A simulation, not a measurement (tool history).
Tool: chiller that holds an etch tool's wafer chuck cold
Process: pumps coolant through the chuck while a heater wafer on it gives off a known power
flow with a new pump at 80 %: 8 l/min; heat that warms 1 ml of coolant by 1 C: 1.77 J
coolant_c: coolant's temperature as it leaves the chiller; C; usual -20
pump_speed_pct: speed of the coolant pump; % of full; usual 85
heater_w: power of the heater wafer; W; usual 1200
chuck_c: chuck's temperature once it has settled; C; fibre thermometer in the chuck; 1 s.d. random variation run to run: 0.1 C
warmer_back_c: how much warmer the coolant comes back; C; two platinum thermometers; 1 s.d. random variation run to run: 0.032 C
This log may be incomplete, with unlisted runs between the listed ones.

Run 1, hour 0: usual settings. Result: chuck_c -11.4 C, warmer_back_c 4.79 C.
Run 2, hour 135.6: usual settings but pump_speed_pct 69 % of full. Result: chuck_c -9.4 C, warmer_back_c 6.11 C.
Run 3, hour 348.2: usual settings but pump_speed_pct 69 % of full. Result: chuck_c -9.7 C, warmer_back_c 6.08 C.
Run 4, hour 489.1: usual settings but pump_speed_pct 69 % of full. Result: chuck_c -9.4 C, warmer_back_c 6.15 C.
Run 5, hour 634.2: usual settings but pump_speed_pct 69 % of full. Result: chuck_c -9.3 C, warmer_back_c 6.09 C.
Run 6, hour 802.4: usual settings but pump_speed_pct 69 % of full. Result: chuck_c -9.4 C, warmer_back_c 6.08 C.
Run 7, hour 945.2: usual settings but pump_speed_pct 69 % of full. Result: chuck_c -9.2 C, warmer_back_c 6.09 C.
Run 8, hour 1117.7: usual settings but pump_speed_pct 64 % of full. Result: chuck_c -8.5 C, warmer_back_c 6.73 C.
Run 9, hour 1327.8: usual settings but coolant_c -26 C. Result: chuck_c -17.3 C, warmer_back_c 4.84 C.
Run 10, hour 1431.5: usual settings but coolant_c -14 C, heater_w 1301 W. Result: chuck_c -4.6 C, warmer_back_c 5.24 C.
Run 11, hour 1582.8: usual settings but heater_w 883 W. Result: chuck_c -13.8 C, warmer_back_c 3.59 C.

What will run 12 give?
Run 12, hour 1673.2: usual settings but pump_speed_pct 95 % of full, heater_w 907 W. Result: chuck_c ?, warmer_back_c ?.

chuck_c: -14.4 C
warmer_back_c: 3.25 C
With no hidden state in the tool, this same run would have given chuck_c -14.2 C, warmer_back_c 3.17 C.
